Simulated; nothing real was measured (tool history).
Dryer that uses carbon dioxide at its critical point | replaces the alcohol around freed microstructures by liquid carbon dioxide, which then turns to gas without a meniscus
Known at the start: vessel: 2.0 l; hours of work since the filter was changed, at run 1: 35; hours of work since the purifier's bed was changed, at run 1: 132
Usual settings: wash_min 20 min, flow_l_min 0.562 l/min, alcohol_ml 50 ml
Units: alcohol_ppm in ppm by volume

run	hour	wash_min	flow_l_min	alcohol_ml	hours of work since the filter was changed	hours of work since the purifier's bed was changed	alcohol_ppm
1	0.0	20	0.562	50	35	132	157
2	11.5	20	0.562	50	40	137	162
3	18.4	20	0.562	50	43	140	161
4	28.5	20	0.590	50	48	145	127
5	37.8	20	0.562	73	52	149	248
6	47.7	20	0.562	73	57	154	250
7	63.5	20	0.562	73	64	161	250
8	71.5	20	0.562	73	68	165	258
9	87.9	20	0.562	73	75	173	282
10	98.8	20	0.562	73	80	178	287
11	112.2	20	0.390	50	87	184	923
12	122.7	20	0.390	50	91	189	954
13	131.2	20	0.390	50	95	193	934
14	145.0	20	0.390	50	102	199	931
15	158.0	20	0.390	34	108	205	671
16	166.6	20	0.432	50	112	209	686
17	174.3	20	0.432	50	115	213	674
18	183.5	20	0.507	32	120	217	241
19	196.5	20	0.507	32	126	223	237
20	204.0	20	0.507	32	129	226	256
21	211.1	16	0.939	50	132	230	62
22	222.5	20	0.699	28	138	235	51
23	230.1	20	0.456	69	141	238	848
24	237.7	20	0.418	33	145	242	578
25	247.4	20	0.418	33	149	246	586
26	261.1	16	0.749	33	156	253	127
27	274.9	20	0.481	96	162	259	969
28	284.8	18	0.862	81	166	264	70
29	299.3	26	0.565	21	173	270	47
30	310.1	26	0.565	62	178	275	105
31	320.7	30	0.601	50	183	280	37

Hidden state or all else? Some run-to-run changes of alcohol_ppm, split into what the settings, what came in and random variation would give without the hidden state, and what is left for the hidden state (with any gauge scatter that isn't in both results):
The hidden state here: flow that reaches the vessel past the clogged filter, %; alcohol in the recycled carbon dioxide, ppm; drift of the gauge itself on alcohol_ppm, %.
Run 22 -> 23: flow_l_min 0.699 -> 0.456, alcohol_ml 28 -> 69. alcohol_ppm +797 ppm by volume: hidden state +299, all else +498.
Run 26 -> 27: wash_min 16 -> 20, flow_l_min 0.749 -> 0.481, alcohol_ml 33 -> 96. alcohol_ppm +842 ppm by volume: hidden state +372, all else +470.
Run 27 -> 28: wash_min 20 -> 18, flow_l_min 0.481 -> 0.862, alcohol_ml 96 -> 81. alcohol_ppm -899 ppm by volume: hidden state -389, all else -510.

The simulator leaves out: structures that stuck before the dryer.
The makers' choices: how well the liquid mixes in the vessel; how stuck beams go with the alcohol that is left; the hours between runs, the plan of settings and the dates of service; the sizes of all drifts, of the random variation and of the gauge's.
